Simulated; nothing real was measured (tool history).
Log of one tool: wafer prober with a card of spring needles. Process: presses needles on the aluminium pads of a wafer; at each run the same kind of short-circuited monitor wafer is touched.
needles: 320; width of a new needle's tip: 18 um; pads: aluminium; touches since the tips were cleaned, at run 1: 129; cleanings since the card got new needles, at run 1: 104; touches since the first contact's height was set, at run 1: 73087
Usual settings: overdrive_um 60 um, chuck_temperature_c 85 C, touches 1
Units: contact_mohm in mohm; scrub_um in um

run	hour	overdrive_um	chuck_temperature_c	touches	touches since the tips were cleaned	cleanings since the card got new needles	touches since the first contact's height was set	contact_mohm	scrub_um
1	0	60	85	1	129	104	73087	259	12.04
# hour 10.7: tips cleaned on abrasive film
# hour 24.1: tips cleaned on abrasive film
# hour 37.5: tips cleaned on abrasive film
# hour 48.3: tips cleaned on abrasive film
# hour 59: tips cleaned on abrasive film
# hour 72.4: tips cleaned on abrasive film
# hour 72.7: height of the first contact set anew
2	73.1	60	85	1	153	110	153	250	12.24
# hour 83.8: tips cleaned on abrasive film
# hour 94.5: tips cleaned on abrasive film
# hour 107.9: tips cleaned on abrasive film
# hour 119.1: tips cleaned on abrasive film
3	119.1	60	85	1	0	114	17069	234	12.18
# hour 132.5: tips cleaned on abrasive film
# hour 143.2: tips cleaned on abrasive film
# hour 156.6: tips cleaned on abrasive film
# hour 167.3: tips cleaned on abrasive film
# hour 180.7: tips cleaned on abrasive film
4	183.2	43	85	1	915	119	40660	413	8.63
# hour 193.9: tips cleaned on abrasive film
# hour 207.3: tips cleaned on abrasive film
# hour 218.1: tips cleaned on abrasive film
# hour 228.8: tips cleaned on abrasive film
5	233.3	60	85	1	1683	123	59104	351	12.11
# hour 241.4: tips cleaned on abrasive film
# hour 252.1: tips cleaned on abrasive film
# hour 265.5: tips cleaned on abrasive film
# hour 278.9: tips cleaned on abrasive film
# hour 289.7: tips cleaned on abrasive film
# hour 302.3: tips cleaned on abrasive film
6	302.3	60	85	1	0	129	84451	234	11.99
# hour 313: tips cleaned on abrasive film
# hour 326.4: tips cleaned on abrasive film
# hour 337.1: tips cleaned on abrasive film
# hour 342.8: height of the first contact set anew
# hour 350.8: tips cleaned on abrasive film
7	352.6	60	85	1	642	133	3601	306	12.19
# hour 363.3: tips cleaned on abrasive film
# hour 374: tips cleaned on abrasive film
# hour 387.4: tips cleaned on abrasive film
# hour 398.2: tips cleaned on abrasive film
# hour 408.9: tips cleaned on abrasive film
8	416.5	60	85	1	2834	138	27140	396	12.16
# hour 422: tips cleaned on abrasive film
# hour 435.3: tips cleaned on abrasive film
# hour 446.1: tips cleaned on abrasive film
# hour 459.5: tips cleaned on abrasive film
# hour 470.2: tips cleaned on abrasive film
9	472.9	60	85	1	997	143	47855	320	12.11
# hour 481.1: tips cleaned on abrasive film
# hour 494.5: tips cleaned on abrasive film
# hour 507.9: tips cleaned on abrasive film
# hour 518.7: tips cleaned on abrasive film
# hour 532: tips cleaned on abrasive film
10	534.4	60	85	1	873	148	70480	317	12.05
# hour 545.1: tips cleaned on abrasive film
# hour 558.5: tips cleaned on abrasive film
11	566.4	60	85	2	2921	150	82274	335	12.01
# hour 571.8: tips cleaned on abrasive film
# hour 582.5: tips cleaned on abrasive film
# hour 593.3: tips cleaned on abrasive film
# hour 604: tips cleaned on abrasive film
# hour 614.9: height of the first contact set anew
# hour 617.7: tips cleaned on abrasive film
# hour 628.4: tips cleaned on abrasive film
12	635.9	60	85	1	2758	156	7688	403	12.2
# hour 641.3: tips cleaned on abrasive film
# hour 654.7: tips cleaned on abrasive film
# hour 665.4: tips cleaned on abrasive film
# hour 678.8: tips cleaned on abrasive film
13	686.2	60	52	1	2725	160	26189	417	12.2
# hour 691.6: tips cleaned on abrasive film
# hour 705: tips cleaned on abrasive film
# hour 718.4: tips cleaned on abrasive film
# hour 729.1: tips cleaned on abrasive film
# hour 739.8: tips cleaned on abrasive film
# hour 753.2: tips cleaned on abrasive film
14	761.4	41	52	2	3045	166	53882	485	8.19
# hour 764.2: tips cleaned on abrasive film
# hour 774.9: tips cleaned on abrasive film
# hour 788.3: tips cleaned on abrasive film
# hour 799.1: tips cleaned on abrasive film
15	807.5	41	52	2	3140	170	70834	474	8.24
# hour 810.3: tips cleaned on abrasive film
# hour 821: tips cleaned on abrasive film
# hour 831.8: tips cleaned on abrasive film
# hour 845.2: tips cleaned on abrasive film
# hour 855.9: tips cleaned on abrasive film
# hour 869.3: tips cleaned on abrasive film
16	875.3	41	51	1	2223	176	95731	608	8.17
# hour 880.7: tips cleaned on abrasive film
# hour 886.3: height of the first contact set anew
# hour 891.7: tips cleaned on abrasive film
# hour 905.1: tips cleaned on abrasive film
# hour 915.8: tips cleaned on abrasive film
# hour 929.2: tips cleaned on abrasive film
17	937.2	59	44	2	2952	181	18727	343	11.95
# hour 942.6: tips cleaned on abrasive film
# hour 956: tips cleaned on abrasive film
# hour 969.4: tips cleaned on abrasive film
# hour 982.8: tips cleaned on abrasive film
# hour 993.5: tips cleaned on abrasive film
18	1002	74	28	1	3156	186	42588	360	14.95
# hour 1004.8: tips cleaned on abrasive film
# hour 1015.5: tips cleaned on abrasive film
# hour 1028.9: tips cleaned on abrasive film
# hour 1042.3: tips cleaned on abrasive film
19	1047	52	73	2	1754	190	59132	357	10.47
# hour 1055.1: tips cleaned on abrasive film
# hour 1065.9: tips cleaned on abrasive film
# hour 1079.2: tips cleaned on abrasive film
# hour 1090: tips cleaned on abrasive film
# hour 1103.4: tips cleaned on abrasive film
20	1107.9	52	41	1	1669	195	81505	420	10.4
# hour 1115.9: tips cleaned on abrasive film
# hour 1129.3: tips cleaned on abrasive film
# hour 1140.1: tips cleaned on abrasive film
# hour 1150.8: tips cleaned on abrasive film
21	1151.8	44	46	2	358	199	97637	302	8.71
# hour 1157.4: height of the first contact set anew
# hour 1162.8: tips cleaned on abrasive film
# hour 1173.5: tips cleaned on abrasive film
# hour 1184.3: tips cleaned on abrasive film
# hour 1197.7: tips cleaned on abrasive film
# hour 1211.1: tips cleaned on abrasive film
# hour 1222.4: tips cleaned on abrasive film
22	1222.4	44	46	2	0	205	23907	252	8.98
# hour 1235.8: tips cleaned on abrasive film
# hour 1246.6: tips cleaned on abrasive film
# hour 1260: tips cleaned on abrasive film
# hour 1273.3: tips cleaned on abrasive film
23	1283	47	30	2	3562	209	46198	449	9.5
# hour 1285.7: tips cleaned on abrasive film
# hour 1296.4: tips cleaned on abrasive film
# hour 1309.8: tips cleaned on abrasive film
# hour 1323.2: tips cleaned on abrasive film
# hour 1334: tips cleaned on abrasive film
24	1337.5	66	59	2	1329	214	66260	286	13.31

The same runs without the tool's hidden state, with the same run-to-run variation:
The hidden state here: debris on the tips, nm; way that the needles fall short of the set height, um; tips' diameter, um; drift of the gauge itself on contact_mohm, %; drift of the gauge itself on scrub_um, %.
run	contact_mohm	scrub_um
1	223	12.22
2	223	12.24
3	223	12.23
4	233	8.73
5	219	12.24
6	222	12.19
7	223	12.2
8	221	12.22
9	222	12.22
10	225	12.22
11	220	12.2
12	222	12.22
13	217	12.26
14	222	8.31
15	221	8.4
16	223	8.4
17	212	11.98
18	204	15.04
19	222	10.61
20	212	10.59
21	220	8.95
22	222	9.04
23	211	9.6
24	212	13.47
